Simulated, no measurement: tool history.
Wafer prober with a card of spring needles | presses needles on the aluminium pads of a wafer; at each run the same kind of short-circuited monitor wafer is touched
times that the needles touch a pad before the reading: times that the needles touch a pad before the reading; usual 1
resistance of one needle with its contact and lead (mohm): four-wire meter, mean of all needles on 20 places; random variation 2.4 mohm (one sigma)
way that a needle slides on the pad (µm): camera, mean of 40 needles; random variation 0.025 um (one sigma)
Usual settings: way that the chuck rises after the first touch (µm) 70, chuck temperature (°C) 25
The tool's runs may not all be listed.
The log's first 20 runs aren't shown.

run,hour,way that the chuck rises after the first touch (µm),chuck temperature (°C),times that the needles touch a pad before the reading,resistance of one needle with its contact and lead (mohm),way that a needle slides on the pad (µm)
# hour 249.1: height of the first contact set anew
# hour 254.2: tips cleaned on abrasive film
21,254.4,69,28,2,275,19.21
# hour 271.2: tips cleaned on abrasive film
22,271.2,67,55,1,288,18.61
23,280.5,67,39,1,364,18.65
# hour 289.3: tips cleaned on abrasive film
24,290.2,70,36,1,293,19.47
25,303.3,70,71,1,371,19.51
# hour 306.9: tips cleaned on abrasive film
26,312.4,61,70,2,328,16.9
27,321,72,69,2,333,19.96
# hour 325.1: tips cleaned on abrasive film
28,334.2,72,108,2,338,19.99
# hour 342.7: tips cleaned on abrasive film
29,345.2,69,45,1,308,19.13
30,356.8,69,45,1,371,19.12
# hour 360.3: tips cleaned on abrasive film
31,369.6,83,97,2,321,22.96
# hour 377.9: tips cleaned on abrasive film
32,385.2,64,25,3,305,17.72

Forecast each of these 4 alternatives for the next run:
# hour 395.3: tips cleaned on abrasive film
A,402.3,65,110,3,?,?
# hour 395.3: tips cleaned on abrasive film
B,402.3,50,27,2,?,?
# hour 395.3: tips cleaned on abrasive film
C,402.3,73,64,1,?,?
# hour 395.3: tips cleaned on abrasive film
D,402.3,64,69,2,?,?

run,resistance of one needle with its contact and lead (mohm),way that a needle slides on the pad (µm)
A,316,17.92
B,349,13.78
C,345,20.23
D,334,17.65
Without the tool's hidden state the same runs would have given:
run,resistance of one needle with its contact and lead (mohm),way that a needle slides on the pad (µm)
A,290,18.11
B,271,13.97
C,280,20.41
D,285,17.83

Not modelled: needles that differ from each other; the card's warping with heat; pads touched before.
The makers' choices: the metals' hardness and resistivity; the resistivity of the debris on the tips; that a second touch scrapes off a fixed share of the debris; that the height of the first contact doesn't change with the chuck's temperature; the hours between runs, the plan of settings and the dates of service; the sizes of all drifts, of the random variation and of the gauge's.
